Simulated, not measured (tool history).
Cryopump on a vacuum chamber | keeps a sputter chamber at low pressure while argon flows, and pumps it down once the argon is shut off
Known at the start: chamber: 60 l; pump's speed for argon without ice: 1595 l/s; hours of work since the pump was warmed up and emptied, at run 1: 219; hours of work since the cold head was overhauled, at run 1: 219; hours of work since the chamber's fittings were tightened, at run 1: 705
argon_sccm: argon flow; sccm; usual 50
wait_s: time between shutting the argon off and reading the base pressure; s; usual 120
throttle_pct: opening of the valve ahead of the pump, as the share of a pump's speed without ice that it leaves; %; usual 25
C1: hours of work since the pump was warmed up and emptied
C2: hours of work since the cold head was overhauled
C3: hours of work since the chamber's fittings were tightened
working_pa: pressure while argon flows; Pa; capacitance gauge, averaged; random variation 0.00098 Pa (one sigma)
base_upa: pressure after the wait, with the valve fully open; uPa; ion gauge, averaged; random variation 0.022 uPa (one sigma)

run 1 hour=0 | argon_sccm=50 wait_s=120 throttle_pct=25 | C1=219 C2=219 C3=705 | working_pa=0.2208 base_upa=1.72
run 2 hour=19.6 | argon_sccm=50 wait_s=120 throttle_pct=25 | C1=227 C2=227 C3=713 | working_pa=0.2231 base_upa=1.69
run 3 hour=32.6 | argon_sccm=50 wait_s=120 throttle_pct=25 | C1=233 C2=233 C3=718 | working_pa=0.2241 base_upa=1.73
run 4 hour=41.1 | argon_sccm=50 wait_s=120 throttle_pct=25 | C1=236 C2=236 C3=722 | working_pa=0.2252 base_upa=1.76
run 5 hour=55.7 | argon_sccm=36 wait_s=120 throttle_pct=25 | C1=242 C2=242 C3=728 | working_pa=0.1624 base_upa=1.73
run 6 hour=67.1 | argon_sccm=50 wait_s=198 throttle_pct=25 | C1=247 C2=247 C3=733 | working_pa=0.2252 base_upa=1.63
run 7 hour=80.3 | argon_sccm=50 wait_s=198 throttle_pct=25 | C1=253 C2=253 C3=738 | working_pa=0.227 base_upa=1.67
run 8 hour=89.8 | argon_sccm=50 wait_s=198 throttle_pct=25 | C1=257 C2=257 C3=742 | working_pa=0.2246 base_upa=1.69
run 9 hour=98.8 | argon_sccm=80 wait_s=120 throttle_pct=25 | C1=260 C2=260 C3=746 | working_pa=0.3593 base_upa=1.78
run 10 hour=108.4 | argon_sccm=80 wait_s=120 throttle_pct=25 | C1=264 C2=264 C3=750 | working_pa=0.3625 base_upa=1.84
run 11 hour=124.5 | argon_sccm=57 wait_s=120 throttle_pct=25 | C1=271 C2=271 C3=757 | working_pa=0.2571 base_upa=1.86
run 12 hour=141.7 | argon_sccm=57 wait_s=120 throttle_pct=25 | C1=278 C2=278 C3=764 | working_pa=0.2596 base_upa=1.78
run 13 hour=156.1 | argon_sccm=57 wait_s=120 throttle_pct=25 | C1=284 C2=284 C3=770 | working_pa=0.2582 base_upa=1.97
run 14 hour=176.3 | argon_sccm=50 wait_s=120 throttle_pct=25 | C1=293 C2=293 C3=778 | working_pa=0.2295 base_upa=1.95
run 15 hour=191.9 | argon_sccm=50 wait_s=120 throttle_pct=25 | C1=299 C2=299 C3=785 | working_pa=0.2272 base_upa=1.97
run 16 hour=201.8 | argon_sccm=50 wait_s=120 throttle_pct=25 | C1=303 C2=303 C3=789 | working_pa=0.2285 base_upa=1.92
run 17 hour=210.4 | argon_sccm=50 wait_s=120 throttle_pct=25 | C1=307 C2=307 C3=793 | working_pa=0.2304 base_upa=1.99
run 18 hour=225.9 | argon_sccm=50 wait_s=110 throttle_pct=16 | C1=314 C2=314 C3=799 | working_pa=0.3511 base_upa=2.05
run 19 hour=238.6 | argon_sccm=50 wait_s=110 throttle_pct=16 | C1=319 C2=319 C3=805 | working_pa=0.3494 base_upa=2.1
run 20 hour=251.2 | argon_sccm=50 wait_s=110 throttle_pct=16 | C1=324 C2=324 C3=810 | working_pa=0.3504 base_upa=2.12
run 21 hour=271 | argon_sccm=26 wait_s=69 throttle_pct=20 | C1=332 C2=332 C3=818 | working_pa=0.147 base_upa=2.3
run 22 hour=287.7 | argon_sccm=40 wait_s=237 throttle_pct=37 | C1=339 C2=339 C3=825 | working_pa=0.1306 base_upa=1.85
run 23 hour=307.3 | argon_sccm=40 wait_s=237 throttle_pct=37 | C1=348 C2=348 C3=833 | working_pa=0.1296 base_upa=1.94
run 24 hour=319.1 | argon_sccm=50 wait_s=27 throttle_pct=25 | C1=353 C2=353 C3=838 | working_pa=0.232 base_upa=3.41
run 25 hour=335.1 | argon_sccm=50 wait_s=27 throttle_pct=25 | C1=359 C2=359 C3=845 | working_pa=0.2326 base_upa=3.31
run 26 hour=355.3 | argon_sccm=50 wait_s=27 throttle_pct=25 | C1=368 C2=368 C3=853 | working_pa=0.2346 base_upa=3.34
run 27 hour=364.8 | argon_sccm=50 wait_s=27 throttle_pct=25 | C1=372 C2=372 C3=857 | working_pa=0.2345 base_upa=3.39
run 28 hour=380.9 | argon_sccm=46 wait_s=27 throttle_pct=25 | C1=378 C2=378 C3=864 | working_pa=0.2146 base_upa=3.38
run 29 hour=390 | argon_sccm=46 wait_s=27 throttle_pct=25 | C1=382 C2=382 C3=868 | working_pa=0.2161 base_upa=3.54
run 30 hour=398.5 | argon_sccm=46 wait_s=27 throttle_pct=25 | C1=386 C2=386 C3=872 | working_pa=0.218 base_upa=3.44
run 31 hour=417.3 | argon_sccm=46 wait_s=27 throttle_pct=25 | C1=394 C2=394 C3=879 | working_pa=0.2166 base_upa=3.59
run 32 hour=425.7 | argon_sccm=56 wait_s=120 throttle_pct=25 | C1=397 C2=397 C3=883 | working_pa=0.263 base_upa=2.25
run 33 hour=433.9 | argon_sccm=61 wait_s=25 throttle_pct=25 | C1=401 C2=401 C3=886 | working_pa=0.287 base_upa=3.6

The same runs without the tool's hidden state, with the same run-to-run variation:
The hidden state here: pump's speed, % of a pump's without ice; cold plate's temperature, K; leak into the chamber, uPa l/s; drift of the gauge itself on working_pa, %; drift of the gauge itself on base_upa, %.
run=1 working_pa=0.2097 base_upa=0.57
run=2 working_pa=0.2114 base_upa=0.54
run=3 working_pa=0.212 base_upa=0.53
run=4 working_pa=0.2129 base_upa=0.55
run=5 working_pa=0.1533 base_upa=0.53
run=6 working_pa=0.2122 base_upa=0.39
run=7 working_pa=0.2135 base_upa=0.41
run=8 working_pa=0.2111 base_upa=0.44
run=9 working_pa=0.3374 base_upa=0.52
run=10 working_pa=0.3401 base_upa=0.57
run=11 working_pa=0.2406 base_upa=0.55
run=12 working_pa=0.2425 base_upa=0.48
run=13 working_pa=0.2407 base_upa=0.58
run=14 working_pa=0.2134 base_upa=0.57
run=15 working_pa=0.2109 base_upa=0.57
run=16 working_pa=0.2118 base_upa=0.52
run=17 working_pa=0.2134 base_upa=0.57
run=18 working_pa=0.3336 base_upa=0.58
run=19 working_pa=0.3316 base_upa=0.6
run=20 working_pa=0.3322 base_upa=0.61
run=21 working_pa=0.1373 base_upa=0.8
run=22 working_pa=0.1151 base_upa=0.34
run=23 working_pa=0.1137 base_upa=0.38
run=24 working_pa=0.2117 base_upa=1.81
run=25 working_pa=0.2118 base_upa=1.73
run=26 working_pa=0.213 base_upa=1.77
run=27 working_pa=0.2126 base_upa=1.76
run=28 working_pa=0.1942 base_upa=1.72
run=29 working_pa=0.1952 base_upa=1.81
run=30 working_pa=0.1966 base_upa=1.76
run=31 working_pa=0.1948 base_upa=1.83
run=32 working_pa=0.2362 base_upa=0.53
run=33 working_pa=0.2575 base_upa=1.86

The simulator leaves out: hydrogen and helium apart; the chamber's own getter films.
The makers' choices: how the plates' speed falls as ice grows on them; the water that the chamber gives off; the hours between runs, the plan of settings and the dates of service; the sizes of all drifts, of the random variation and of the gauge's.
